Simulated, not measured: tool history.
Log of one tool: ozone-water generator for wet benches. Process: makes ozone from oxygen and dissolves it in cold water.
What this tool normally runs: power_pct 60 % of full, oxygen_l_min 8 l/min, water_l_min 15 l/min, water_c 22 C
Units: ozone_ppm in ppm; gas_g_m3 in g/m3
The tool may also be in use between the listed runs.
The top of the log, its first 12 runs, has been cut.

run     day  power_pct  oxygen_l_min  water_l_min  water_c  hours of work since the electrodes were changed  hours of work since the contactor was cleaned  hours of work since the thermometer was calibrated  ozone_ppm  gas_g_m3
 13    26.2         60             8           15       22                                             2112                                           1029                                                 169         23     200.6
 14  28.258         60             8           15       22                                             2160                                           1077                                                 217       23.3     202.2
 15   30.35         60             8           15       22                                             2208                                           1126                                                 266       23.4     201.9
 16  31.654         60             8           15       22                                             2239                                           1156                                                 296       23.3     201.5
 17  33.454         60             8           15       22                                             2281                                           1198                                                 338       23.3     201.9
 18  36.179         60          5.95           11       23                                             2344                                           1262                                                 401       29.1     231.5
 19  37.971         60         12.41           11       23                                             2386                                           1304                                                 443       24.8     163.4
 20  40.488         60             8           16       16                                             2445                                           1362                                                 502       24.8     202.3
 21  43.058         60             8           16       16                                             2505                                           1422                                                 562         25       200
 22  46.025         60             8           16       15                                             2574                                           1491                                                 631       25.6     201.6
 23  48.962         60             8           16       15                                             2642                                           1560                                                 699       25.4     202.2
 24  50.767         60          5.23           19       22                                             2684                                           1602                                                 742       19.7     247.4
 25  52.096         41          6.38           21       27                                             2715                                           1633                                                 773       13.6     185.7
 26  53.775         58          6.38           21       25                                             2754                                           1672                                                 812       17.2       220
 27  56.679         58          6.38           21       22                                             2822                                           1740                                                 879       17.8     220.5
 28  59.725         69             8           13       22                                             2893                                           1811                                                 950       27.6     216.4
 29  61.821         69             8           13       22                                             2942                                           1860                                                 999       27.7       216
 30  64.438         45          6.43           14       22                                             3003                                           1921                                                1060       21.5       193
 31   67.25         45             8           15       16                                             3068                                           1986                                                1126       22.5       176
 32  68.629         40             8           21       22                                             3101                                           2018                                                1158       14.7     164.3
 33  71.425         60          8.68           11       29                                             3166                                           2083                                                1223       23.6     195.3
 34  73.133         72             8           13       16                                             3206                                           2123                                                1263       31.6     219.5

Branching from run 34: 3 alternative next runs. What would each branch give?
  A  76.004         54         14.11            9       16                                             3273                                           2190                                                1330          ?         ?
  B  76.004         72             8            9       24                                             3273                                           2190                                                1330          ?         ?
  C  76.004         96             8           15       22                                             3273                                           2190                                                1330          ?         ?

run  ozone_ppm  gas_g_m3
  A       29.9     144.7
  B       32.8     220.3
  C       29.3     256.7
What these runs would have given with no unlogged condition in the tool:
run  ozone_ppm  gas_g_m3
  A       29.9     144.8
  B       32.9     220.4
  C       29.4     256.9
